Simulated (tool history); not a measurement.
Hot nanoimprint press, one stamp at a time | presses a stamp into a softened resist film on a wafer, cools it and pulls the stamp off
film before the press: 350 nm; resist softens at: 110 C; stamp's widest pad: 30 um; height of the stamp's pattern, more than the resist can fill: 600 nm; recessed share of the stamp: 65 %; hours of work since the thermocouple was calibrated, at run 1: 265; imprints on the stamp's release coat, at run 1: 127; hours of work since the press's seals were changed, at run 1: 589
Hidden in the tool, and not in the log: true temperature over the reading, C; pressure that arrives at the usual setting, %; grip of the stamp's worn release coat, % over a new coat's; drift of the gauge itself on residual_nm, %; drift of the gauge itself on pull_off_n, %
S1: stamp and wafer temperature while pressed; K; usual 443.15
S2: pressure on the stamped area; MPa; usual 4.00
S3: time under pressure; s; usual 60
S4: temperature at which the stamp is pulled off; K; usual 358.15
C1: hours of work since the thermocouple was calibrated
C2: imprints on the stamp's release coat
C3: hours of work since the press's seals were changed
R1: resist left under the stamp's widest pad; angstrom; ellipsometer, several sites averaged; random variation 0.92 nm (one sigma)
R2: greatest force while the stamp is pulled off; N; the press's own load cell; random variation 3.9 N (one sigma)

| run | hour | S1 | S2 | S3 | S4 | C1 | C2 | C3 | R1 | R2 |
|---|---|---|---|---|---|---|---|---|---|---|
| 1 | 0.0 | 443.15 | 4.00 | 60 | 358.15 | 265 | 127 | 589 | 1273 | 195 |
| 2 | 24.9 | 443.15 | 4.00 | 60 | 358.15 | 275 | 175 | 600 | 1276 | 191 |
| 3 | 49.4 | 443.15 | 4.00 | 60 | 358.15 | 285 | 223 | 610 | 1249 | 191 |
| 4 | 86.2 | 443.15 | 4.00 | 60 | 358.15 | 300 | 294 | 625 | 1250 | 202 |
| 5 | 135.0 | 443.15 | 4.00 | 60 | 358.15 | 320 | 389 | 645 | 1269 | 200 |
| 6 | 172.9 | 434.15 | 4.00 | 60 | 358.15 | 336 | 462 | 660 | 1727 | 198 |
| 7 | 194.2 | 434.15 | 4.00 | 60 | 365.15 | 344 | 504 | 669 | 1761 | 191 |
| 8 | 240.3 | 443.15 | 5.85 | 60 | 358.15 | 363 | 593 | 688 | 1013 | 204 |
| 9 | 270.5 | 443.15 | 5.85 | 60 | 349.15 | 376 | 652 | 700 | 1033 | 237 |
| 10 | 310.3 | 443.15 | 5.85 | 60 | 349.15 | 392 | 729 | 717 | 1030 | 232 |
| 11 | 354.9 | 443.15 | 4.00 | 60 | 358.15 | 410 | 816 | 735 | 1245 | 213 |
| 12 | 385.3 | 443.15 | 4.00 | 60 | 358.15 | 423 | 875 | 747 | 1255 | 223 |
| 13 | 418.8 | 443.15 | 4.00 | 60 | 358.15 | 436 | 940 | 761 | 1243 | 222 |
| 14 | 438.6 | 443.15 | 4.00 | 60 | 358.15 | 444 | 978 | 769 | 1233 | 228 |
|  | 476.3 | stamp cleaned and given a new release coat |
| 15 | 487.9 | 443.15 | 4.00 | 60 | 358.15 | 462 | 22 | 787 | 1249 | 189 |
| 16 | 529.4 | 447.15 | 4.00 | 60 | 344.15 | 479 | 103 | 804 | 1075 | 218 |
| 17 | 553.5 | 443.15 | 4.00 | 65 | 349.15 | 489 | 150 | 814 | 1194 | 205 |
| 18 | 574.4 | 443.15 | 3.33 | 59 | 363.15 | 498 | 190 | 822 | 1378 | 190 |
| 19 | 618.6 | 453.15 | 4.00 | 76 | 348.15 | 516 | 276 | 841 | 785 | 219 |
|  | 660.8 | press's hydraulic seals changed and the load cell set to zero |
| 20 | 661.0 | 453.15 | 4.00 | 76 | 348.15 | 530 | 343 | 0 | 775 | 226 |
| 21 | 688.5 | 453.15 | 4.00 | 117 | 351.15 | 541 | 396 | 11 | 663 | 215 |
| 22 | 713.7 | 433.15 | 4.99 | 60 | 358.15 | 552 | 445 | 22 | 1541 | 207 |
| 23 | 755.0 | 452.15 | 2.64 | 46 | 357.15 | 568 | 525 | 39 | 1225 | 203 |
| 24 | 775.0 | 435.15 | 4.00 | 118 | 358.15 | 577 | 564 | 47 | 1250 | 209 |
|  | 793.9 | plate thermocouple calibrated |
| 25 | 803.4 | 443.15 | 4.21 | 60 | 356.15 | 4 | 614 | 57 | 1259 | 212 |
| 26 | 832.1 | 454.15 | 5.78 | 60 | 358.15 | 16 | 669 | 69 | 705 | 212 |
| 27 | 878.4 | 452.15 | 3.69 | 34 | 358.15 | 35 | 759 | 88 | 1230 | 217 |
| 28 | 913.2 | 433.15 | 3.69 | 34 | 358.15 | 49 | 827 | 102 | 2261 | 228 |
| 29 | 947.5 | 443.15 | 4.15 | 60 | 358.15 | 63 | 893 | 116 | 1252 | 221 |
| 30 | 980.8 | 443.15 | 4.43 | 64 | 358.15 | 77 | 958 | 130 | 1164 | 220 |

Hidden state or all else? Some run-to-run changes of R1, split into what the settings, what came in and random variation would give without the hidden state, and what is left for the hidden state (with any gauge scatter that isn't in both results):
Run 21 -> 22: S1 453.15 -> 433.15, S2 4.00 -> 4.99, S3 117 -> 60, S4 351.15 -> 358.15. R1 +878 angstrom: hidden state -70, all else +948.
Run 22 -> 23: S1 433.15 -> 452.15, S2 4.99 -> 2.64, S3 60 -> 46, S4 358.15 -> 357.15. R1 -316 angstrom: hidden state +35, all else -351.
Run 24 -> 25: S1 435.15 -> 443.15, S2 4.00 -> 4.21, S3 118 -> 60, S4 358.15 -> 356.15, plate thermocouple calibrated. R1 +9 angstrom: hidden state +97, all else -88.
Run 27 -> 28: S1 452.15 -> 433.15. R1 +1031 angstrom: hidden state -6, all else +1037.
Run 28 -> 29: S1 433.15 -> 443.15, S2 3.69 -> 4.15, S3 34 -> 60. R1 -1009 angstrom: hidden state +2, all else -1011.
